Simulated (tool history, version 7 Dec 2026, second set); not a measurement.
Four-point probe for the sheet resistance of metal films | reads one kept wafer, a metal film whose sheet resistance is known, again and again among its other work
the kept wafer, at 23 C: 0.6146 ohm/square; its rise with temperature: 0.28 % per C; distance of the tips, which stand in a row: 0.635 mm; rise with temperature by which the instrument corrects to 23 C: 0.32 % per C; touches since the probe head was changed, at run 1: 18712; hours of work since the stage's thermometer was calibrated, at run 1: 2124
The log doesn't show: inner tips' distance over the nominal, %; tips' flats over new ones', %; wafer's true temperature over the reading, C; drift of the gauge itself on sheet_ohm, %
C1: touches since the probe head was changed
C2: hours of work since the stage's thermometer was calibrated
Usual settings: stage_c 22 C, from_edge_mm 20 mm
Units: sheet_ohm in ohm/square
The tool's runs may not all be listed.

{"run": 1, "hour": 0.0, "stage_c": 22, "from_edge_mm": 20, "C1": 18712, "C2": 2124, "sheet_ohm": 0.615335}
{"run": 2, "hour": 43.4, "stage_c": 22, "from_edge_mm": 20, "C1": 19255, "C2": 2150, "sheet_ohm": 0.61536}
{"run": 3, "hour": 68.2, "stage_c": 35, "from_edge_mm": 20, "C1": 19565, "C2": 2164, "sheet_ohm": 0.611295}
{"run": 4, "hour": 96.3, "stage_c": 34, "from_edge_mm": 20, "C1": 19917, "C2": 2181, "sheet_ohm": 0.611537}
{"run": 5, "hour": 119.2, "stage_c": 34, "from_edge_mm": 20, "C1": 20204, "C2": 2194, "sheet_ohm": 0.611927}
{"run": 6, "hour": 148.7, "stage_c": 34, "from_edge_mm": 20, "C1": 20573, "C2": 2212, "sheet_ohm": 0.611673}
{"run": 7, "hour": 192.7, "stage_c": 25, "from_edge_mm": 20, "C1": 21123, "C2": 2237, "sheet_ohm": 0.614306}
{"run": 8, "hour": 234.5, "stage_c": 25, "from_edge_mm": 20, "C1": 21646, "C2": 2262, "sheet_ohm": 0.614414}
{"run": 9, "hour": 276.5, "stage_c": 25, "from_edge_mm": 6, "C1": 22171, "C2": 2286, "sheet_ohm": 0.617695}
{"run": 10, "hour": 310.2, "stage_c": 25, "from_edge_mm": 6, "C1": 22593, "C2": 2306, "sheet_ohm": 0.617614}
{"run": 11, "hour": 335.8, "stage_c": 25, "from_edge_mm": 6, "C1": 22913, "C2": 2321, "sheet_ohm": 0.61764}
{"run": 12, "hour": 354.5, "stage_c": 22, "from_edge_mm": 20, "C1": 23147, "C2": 2332, "sheet_ohm": 0.615379}
{"run": 13, "hour": 380.3, "stage_c": 22, "from_edge_mm": 20, "C1": 23470, "C2": 2347, "sheet_ohm": 0.615101}
{"run": 14, "hour": 420.0, "stage_c": 22, "from_edge_mm": 20, "C1": 23967, "C2": 2371, "sheet_ohm": 0.615093}
{"run": 15, "hour": 445.6, "stage_c": 22, "from_edge_mm": 20, "C1": 24286, "C2": 2386, "sheet_ohm": 0.615344}
{"run": 16, "hour": 486.4, "stage_c": 28, "from_edge_mm": 20, "C1": 24797, "C2": 2410, "sheet_ohm": 0.613538}
{"run": 17, "hour": 512.0, "stage_c": 22, "from_edge_mm": 16, "C1": 25118, "C2": 2425, "sheet_ohm": 0.615316}
{"run": 18, "hour": 553.7, "stage_c": 22, "from_edge_mm": 16, "C1": 25640, "C2": 2449, "sheet_ohm": 0.615195}
{"run": 19, "hour": 594.2, "stage_c": 23, "from_edge_mm": 28, "C1": 26146, "C2": 2473, "sheet_ohm": 0.614566}
{"run": 20, "hour": 618.8, "stage_c": 23, "from_edge_mm": 28, "C1": 26454, "C2": 2487, "sheet_ohm": 0.614706}
{"run": 21, "hour": 654.4, "stage_c": 31, "from_edge_mm": 4, "C1": 26899, "C2": 2508, "sheet_ohm": 0.620299}
{"hour": 686.5, "done": "stage's thermometer calibrated"}
{"run": 22, "hour": 697.2, "stage_c": 28, "from_edge_mm": 4, "C1": 27428, "C2": 6, "sheet_ohm": 0.621331}
{"run": 23, "hour": 736.8, "stage_c": 31, "from_edge_mm": 37, "C1": 27924, "C2": 29, "sheet_ohm": 0.612288}
{"run": 24, "hour": 757.9, "stage_c": 31, "from_edge_mm": 37, "C1": 28188, "C2": 42, "sheet_ohm": 0.61246}
{"run": 25, "hour": 788.7, "stage_c": 18, "from_edge_mm": 14, "C1": 28573, "C2": 60, "sheet_ohm": 0.616914}
{"run": 26, "hour": 816.6, "stage_c": 27, "from_edge_mm": 60, "C1": 28922, "C2": 76, "sheet_ohm": 0.613516}
{"run": 27, "hour": 845.5, "stage_c": 22, "from_edge_mm": 20, "C1": 29284, "C2": 93, "sheet_ohm": 0.61534}
{"run": 28, "hour": 864.6, "stage_c": 20, "from_edge_mm": 12, "C1": 29523, "C2": 104, "sheet_ohm": 0.616491}
{"run": 29, "hour": 899.7, "stage_c": 22, "from_edge_mm": 17, "C1": 29962, "C2": 125, "sheet_ohm": 0.615311}
{"run": 30, "hour": 929.4, "stage_c": 26, "from_edge_mm": 15, "C1": 30334, "C2": 142, "sheet_ohm": 0.614271}
{"run": 31, "hour": 961.8, "stage_c": 26, "from_edge_mm": 15, "C1": 30739, "C2": 161, "sheet_ohm": 0.614541}
{"run": 32, "hour": 995.1, "stage_c": 25, "from_edge_mm": 9, "C1": 31155, "C2": 181, "sheet_ohm": 0.615746}

Hidden state at the last listed run before each entry between runs and at the first one after, where it differs:
Between runs 21 and 22: stage's thermometer calibrated (hour 686.5)
  inner tips' distance over the nominal, %: -0.002 -> -0.003; wafer's true temperature over the reading, C: -0.01 -> 0
